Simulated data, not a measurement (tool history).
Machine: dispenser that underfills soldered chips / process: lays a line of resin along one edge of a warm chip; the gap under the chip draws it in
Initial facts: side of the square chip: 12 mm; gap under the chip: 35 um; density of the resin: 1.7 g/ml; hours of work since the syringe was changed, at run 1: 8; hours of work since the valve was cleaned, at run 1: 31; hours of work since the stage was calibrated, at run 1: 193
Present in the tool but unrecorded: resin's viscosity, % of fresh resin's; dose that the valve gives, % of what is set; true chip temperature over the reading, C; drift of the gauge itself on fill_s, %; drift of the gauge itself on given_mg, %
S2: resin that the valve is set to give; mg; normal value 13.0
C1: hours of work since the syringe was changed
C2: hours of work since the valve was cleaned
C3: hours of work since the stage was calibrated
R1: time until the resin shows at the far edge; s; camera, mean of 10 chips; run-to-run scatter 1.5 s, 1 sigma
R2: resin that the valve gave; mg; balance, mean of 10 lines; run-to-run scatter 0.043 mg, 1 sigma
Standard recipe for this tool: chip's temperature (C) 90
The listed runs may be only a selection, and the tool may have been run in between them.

Run 1, hour 0.0: usual settings; C1 8; C2 31; C3 193. Result: R1 274.6 s, R2 12.83 mg.
At hour 1.9: new syringe of resin.
Run 2, hour 5.5: usual settings but chip's temperature (C) 79; C1 2; C2 34; C3 196. Result: R1 263.8 s, R2 12.77 mg.
Run 3, hour 9.8: usual settings but chip's temperature (C) 83; C1 5; C2 37; C3 199. Result: R1 291.3 s, R2 12.70 mg.
Run 4, hour 13.9: usual settings but chip's temperature (C) 83; C1 8; C2 40; C3 202. Result: R1 353.3 s, R2 12.70 mg.
At hour 15.9: new syringe of resin.
Run 5, hour 20.8: usual settings; C1 3; C2 44; C3 206. Result: R1 197.0 s, R2 12.65 mg.
Run 6, hour 24.1: usual settings; C1 6; C2 47; C3 209. Result: R1 231.8 s, R2 12.59 mg.
Run 7, hour 27.8: usual settings; C1 8; C2 49; C3 211. Result: R1 273.3 s, R2 12.54 mg.
At hour 29.8: new syringe of resin.
Run 8, hour 32.2: usual settings but S2 14.0 mg; C1 2; C2 52; C3 214. Result: R1 170.4 s, R2 13.47 mg.
Run 9, hour 36.9: usual settings but S2 14.0 mg; C1 5; C2 55; C3 217. Result: R1 214.2 s, R2 13.53 mg.
At hour 44.1: new syringe of resin.
Run 10, hour 44.4: usual settings but S2 14.0 mg; C1 0; C2 60; C3 222. Result: R1 156.8 s, R2 13.45 mg.
Run 11, hour 49.2: usual settings but chip's temperature (C) 94, S2 14.0 mg; C1 3; C2 63; C3 225. Result: R1 173.2 s, R2 13.51 mg.
Run 12, hour 53.2: usual settings but chip's temperature (C) 94, S2 14.0 mg; C1 6; C2 66; C3 228. Result: R1 207.2 s, R2 13.48 mg.
At hour 57.8: new syringe of resin.
Run 13, hour 57.8: usual settings but chip's temperature (C) 94, S2 14.0 mg; C1 0; C2 69; C3 231. Result: R1 136.7 s, R2 13.36 mg.
Run 14, hour 63.7: usual settings but chip's temperature (C) 94, S2 14.0 mg; C1 4; C2 73; C3 235. Result: R1 178.6 s, R2 13.39 mg.
Run 15, hour 69.6: usual settings but chip's temperature (C) 94, S2 14.0 mg; C1 8; C2 77; C3 239. Result: R1 236.5 s, R2 13.33 mg.
At hour 72.0: new syringe of resin.
Run 16, hour 72.9: usual settings but chip's temperature (C) 94, S2 14.0 mg; C1 1; C2 79; C3 241. Result: R1 142.8 s, R2 13.33 mg.
Run 17, hour 78.8: usual settings but chip's temperature (C) 94, S2 14.0 mg; C1 5; C2 83; C3 245. Result: R1 189.3 s, R2 13.22 mg.
At hour 82.8: dispensing valve cleaned and set on the balance.
Run 18, hour 84.8: usual settings but chip's temperature (C) 94, S2 14.0 mg; C1 8; C2 1; C3 248. Result: R1 236.0 s, R2 13.97 mg.
At hour 86.9: new syringe of resin.
Run 19, hour 90.8: usual settings but chip's temperature (C) 81, S2 14.7 mg; C1 3; C2 5; C3 252. Result: R1 260.8 s, R2 14.69 mg.
Run 20, hour 95.2: usual settings but S2 15.6 mg; C1 6; C2 8; C3 255. Result: R1 231.4 s, R2 15.52 mg.
At hour 100.8: new syringe of resin.
Run 21, hour 101.1: usual settings but S2 15.6 mg; C1 0; C2 12; C3 259. Result: R1 155.2 s, R2 15.52 mg.
Run 22, hour 107.9: usual settings but S2 12.4 mg; C1 5; C2 17; C3 263. Result: R1 223.2 s, R2 12.22 mg.
Run 23, hour 112.2: usual settings but chip's temperature (C) 99; C1 8; C2 19; C3 266. Result: R1 201.8 s, R2 12.91 mg.
At hour 114.7: new syringe of resin.
Run 24, hour 118.6: usual settings but chip's temperature (C) 99; C1 3; C2 23; C3 270. Result: R1 136.5 s, R2 12.88 mg.
Run 25, hour 124.8: usual settings but chip's temperature (C) 99; C1 7; C2 28; C3 274. Result: R1 181.6 s, R2 12.82 mg.
At hour 128.7: new syringe of resin.
Run 26, hour 130.0: usual settings but chip's temperature (C) 94, S2 11.8 mg; C1 1; C2 31; C3 278. Result: R1 146.8 s, R2 11.53 mg.
Run 27, hour 137.1: usual settings but chip's temperature (C) 97, S2 13.3 mg; C1 6; C2 36; C3 282. Result: R1 182.9 s, R2 13.10 mg.
Run 28, hour 140.9: usual settings but chip's temperature (C) 95, S2 11.3 mg; C1 8; C2 38; C3 285. Result: R1 244.2 s, R2 11.02 mg.
At hour 142.4: new syringe of resin.
Run 29, hour 148.1: usual settings but chip's temperature (C) 103, S2 16.0 mg; C1 4; C2 43; C3 290. Result: R1 129.9 s, R2 15.66 mg.
Run 30, hour 154.9: usual settings but chip's temperature (C) 78, S2 14.4 mg; C1 8; C2 47; C3 294. Result: R1 436.2 s, R2 14.08 mg.
At hour 156.5: new syringe of resin.
Run 31, hour 160.1: usual settings but chip's temperature (C) 78, S2 14.4 mg; C1 2; C2 51; C3 297. Result: R1 276.0 s, R2 13.95 mg.
Run 32, hour 163.4: usual settings but chip's temperature (C) 97, S2 16.8 mg; C1 5; C2 53; C3 300. Result: R1 162.8 s, R2 16.29 mg.
Run 33, hour 169.8: usual settings but chip's temperature (C) 97, S2 16.8 mg; C1 9; C2 57; C3 304. Result: R1 222.0 s, R2 16.23 mg.
At hour 170.7: new syringe of resin.
Run 34, hour 177.2: usual settings but chip's temperature (C) 97, S2 16.8 mg; C1 4; C2 62; C3 309. Result: R1 164.5 s, R2 16.19 mg.
Run 35, hour 183.0: usual settings but chip's temperature (C) 99, S2 16.1 mg; C1 8; C2 66; C3 313. Result: R1 207.5 s, R2 15.39 mg.

Hidden state or all else? Some run-to-run changes of R1, split into what the settings, what came in and random variation would give without the hidden state, and what is left for the hidden state (with any gauge scatter that isn't in both results):
Run 4 -> 5: chip's temperature (C) 83 -> 90, new syringe of resin. R1 -156.3 s: hidden state -110.3, all else -46.0.
Run 29 -> 30: chip's temperature (C) 103 -> 78, S2 16.0 -> 14.4. R1 +306.3 s: hidden state +168.3, all else +138.0.
Run 30 -> 31: new syringe of resin. R1 -160.2 s: hidden state -153.9, all else -6.3.
